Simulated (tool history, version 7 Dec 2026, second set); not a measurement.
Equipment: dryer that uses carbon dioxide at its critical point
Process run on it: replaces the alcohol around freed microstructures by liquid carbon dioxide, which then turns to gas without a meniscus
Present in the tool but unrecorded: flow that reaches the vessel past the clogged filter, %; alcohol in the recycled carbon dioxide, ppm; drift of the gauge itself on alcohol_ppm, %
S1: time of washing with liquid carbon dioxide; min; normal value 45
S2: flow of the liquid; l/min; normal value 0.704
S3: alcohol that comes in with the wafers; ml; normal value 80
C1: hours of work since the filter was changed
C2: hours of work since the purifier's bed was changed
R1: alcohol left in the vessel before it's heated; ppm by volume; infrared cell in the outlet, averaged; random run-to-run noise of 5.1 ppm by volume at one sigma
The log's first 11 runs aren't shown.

run   hour  S1     S2   S3   C1   C2   R1
 12  326.3  45  0.579   80  206  563  239
 13  352.7  45  0.579   80  222  579  239
 14  392.6  45  0.704   80  247  603  104
 15  428.6  59  0.704   80  269  626   46
 16  449.7  59  0.704   80  282  638   42
     473.7  -- inlet filter changed
 17  482.1  59  1.155   80    5  658   31
 18  515.7  59  1.155   80   26  678   27
 19    536  59  1.155   80   38  691   28
 20  561.8  59  1.155   80   54  707   20
 21  587.8  59  0.528  113   70  723  138

Run 22 has not been measured yet. What should we expect?
 22  618.9  67  0.556  77  89  742   ?

{"run 22": {"R1": 43}}
Had the tool carried no hidden state, the very same run would have given R1 14 ppm by volume.
